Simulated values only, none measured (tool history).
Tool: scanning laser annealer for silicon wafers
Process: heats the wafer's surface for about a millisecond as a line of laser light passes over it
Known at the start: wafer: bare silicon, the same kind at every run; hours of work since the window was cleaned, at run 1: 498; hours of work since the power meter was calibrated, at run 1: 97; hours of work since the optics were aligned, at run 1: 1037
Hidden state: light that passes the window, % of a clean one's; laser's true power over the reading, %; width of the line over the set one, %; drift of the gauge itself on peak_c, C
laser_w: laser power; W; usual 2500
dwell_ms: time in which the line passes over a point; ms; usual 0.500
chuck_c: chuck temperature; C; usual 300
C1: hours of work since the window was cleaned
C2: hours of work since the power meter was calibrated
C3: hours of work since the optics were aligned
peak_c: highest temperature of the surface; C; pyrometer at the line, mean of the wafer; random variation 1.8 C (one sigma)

run 1 hour=0.0 | laser_w=2500 dwell_ms=0.500 chuck_c=300 | C1=498 C2=97 C3=1037 | peak_c=1022
run 2 hour=36.1 | laser_w=2525 dwell_ms=0.500 chuck_c=300 | C1=526 C2=126 C3=1066 | peak_c=1030
run 3 hour=68.7 | laser_w=2525 dwell_ms=0.500 chuck_c=264 | C1=552 C2=151 C3=1091 | peak_c=994
run 4 hour=110.0 | laser_w=2525 dwell_ms=0.500 chuck_c=264 | C1=584 C2=184 C3=1124 | peak_c=990
-- hour=122.3 optics aligned, line set to its width
run 5 hour=147.1 | laser_w=2500 dwell_ms=0.500 chuck_c=300 | C1=610 C2=209 C3=19 | peak_c=1045
run 6 hour=169.0 | laser_w=2500 dwell_ms=0.500 chuck_c=300 | C1=627 C2=226 C3=37 | peak_c=1040
run 7 hour=203.8 | laser_w=2500 dwell_ms=0.500 chuck_c=300 | C1=654 C2=254 C3=64 | peak_c=1041
run 8 hour=223.2 | laser_w=2500 dwell_ms=0.500 chuck_c=300 | C1=670 C2=269 C3=79 | peak_c=1043
run 9 hour=253.4 | laser_w=2500 dwell_ms=0.500 chuck_c=300 | C1=693 C2=293 C3=103 | peak_c=1037
run 10 hour=289.4 | laser_w=2500 dwell_ms=0.500 chuck_c=283 | C1=722 C2=321 C3=131 | peak_c=1019
run 11 hour=330.8 | laser_w=2500 dwell_ms=0.553 chuck_c=300 | C1=754 C2=354 C3=164 | peak_c=1070
run 12 hour=366.4 | laser_w=2500 dwell_ms=0.553 chuck_c=300 | C1=782 C2=382 C3=192 | peak_c=1069
run 13 hour=394.8 | laser_w=2500 dwell_ms=0.500 chuck_c=300 | C1=805 C2=404 C3=214 | peak_c=1033
run 14 hour=429.1 | laser_w=2500 dwell_ms=0.500 chuck_c=300 | C1=832 C2=431 C3=241 | peak_c=1032
run 15 hour=468.8 | laser_w=2500 dwell_ms=0.500 chuck_c=300 | C1=863 C2=462 C3=273 | peak_c=1036
run 16 hour=497.4 | laser_w=2500 dwell_ms=0.500 chuck_c=300 | C1=885 C2=485 C3=295 | peak_c=1035
run 17 hour=523.4 | laser_w=2500 dwell_ms=0.500 chuck_c=300 | C1=906 C2=505 C3=316 | peak_c=1033
run 18 hour=552.9 | laser_w=2500 dwell_ms=0.500 chuck_c=300 | C1=929 C2=528 C3=339 | peak_c=1032
run 19 hour=585.5 | laser_w=2500 dwell_ms=0.500 chuck_c=300 | C1=955 C2=554 C3=365 | peak_c=1030
-- hour=595.5 window over the wafer cleaned
run 20 hour=623.2 | laser_w=2500 dwell_ms=0.500 chuck_c=300 | C1=22 C2=582 C3=393 | peak_c=1044
run 21 hour=645.2 | laser_w=2500 dwell_ms=0.500 chuck_c=310 | C1=39 C2=599 C3=410 | peak_c=1053
run 22 hour=679.1 | laser_w=2500 dwell_ms=0.506 chuck_c=300 | C1=66 C2=626 C3=437 | peak_c=1051
run 23 hour=699.0 | laser_w=2500 dwell_ms=0.506 chuck_c=300 | C1=81 C2=642 C3=452 | peak_c=1048
run 24 hour=719.0 | laser_w=2500 dwell_ms=0.572 chuck_c=334 | C1=97 C2=657 C3=468 | peak_c=1119
run 25 hour=753.6 | laser_w=2500 dwell_ms=0.572 chuck_c=334 | C1=124 C2=685 C3=495 | peak_c=1120
run 26 hour=798.8 | laser_w=2500 dwell_ms=0.572 chuck_c=334 | C1=160 C2=720 C3=531 | peak_c=1114
run 27 hour=828.9 | laser_w=2349 dwell_ms=0.500 chuck_c=271 | C1=184 C2=744 C3=554 | peak_c=961
run 28 hour=870.3 | laser_w=2349 dwell_ms=0.500 chuck_c=271 | C1=216 C2=777 C3=587 | peak_c=961
run 29 hour=903.3 | laser_w=2720 dwell_ms=0.447 chuck_c=300 | C1=242 C2=802 C3=613 | peak_c=1072
run 30 hour=925.9 | laser_w=2500 dwell_ms=0.373 chuck_c=300 | C1=260 C2=820 C3=631 | peak_c=955
run 31 hour=960.7 | laser_w=2500 dwell_ms=0.408 chuck_c=290 | C1=287 C2=848 C3=658 | peak_c=967
run 32 hour=998.9 | laser_w=2500 dwell_ms=0.408 chuck_c=290 | C1=317 C2=878 C3=688 | peak_c=964
run 33 hour=1038.6 | laser_w=2500 dwell_ms=0.408 chuck_c=290 | C1=349 C2=909 C3=719 | peak_c=962
run 34 hour=1076.2 | laser_w=2500 dwell_ms=0.408 chuck_c=290 | C1=378 C2=939 C3=749 | peak_c=964
run 35 hour=1105.0 | laser_w=2500 dwell_ms=0.408 chuck_c=290 | C1=401 C2=961 C3=772 | peak_c=964
run 36 hour=1129.9 | laser_w=2668 dwell_ms=0.598 chuck_c=282 | C1=420 C2=981 C3=791 | peak_c=1131
run 37 hour=1157.7 | laser_w=2668 dwell_ms=0.598 chuck_c=312 | C1=442 C2=1003 C3=813 | peak_c=1163
run 38 hour=1202.8 | laser_w=2668 dwell_ms=0.598 chuck_c=312 | C1=478 C2=1038 C3=849 | peak_c=1159
run 39 hour=1244.6 | laser_w=2222 dwell_ms=0.500 chuck_c=300 | C1=511 C2=1071 C3=882 | peak_c=940
run 40 hour=1274.0 | laser_w=2646 dwell_ms=0.517 chuck_c=332 | C1=534 C2=1094 C3=905 | peak_c=1121

How the hidden state differs across the entries between the runs, from the last listed run before each to the first after it:
Between runs 4 and 5: optics aligned, line set to its width (hour 122.3)
  light that passes the window, % of a clean one's: 98.65 -> 98.59; laser's true power over the reading, %: -0.22 -> -0.19; width of the line over the set one, %: 4.74 -> 0.31
  measured less the result without the state, peak_c: -37 -> -15 C
Between runs 19 and 20: window over the wafer cleaned (hour 595.5)
  light that passes the window, % of a clean one's: 97.84 -> 99.53; laser's true power over the reading, %: 0.13 -> 0.15; width of the line over the set one, %: 1.75 -> 1.86
  measured less the result without the state, peak_c: -26 -> -12 C

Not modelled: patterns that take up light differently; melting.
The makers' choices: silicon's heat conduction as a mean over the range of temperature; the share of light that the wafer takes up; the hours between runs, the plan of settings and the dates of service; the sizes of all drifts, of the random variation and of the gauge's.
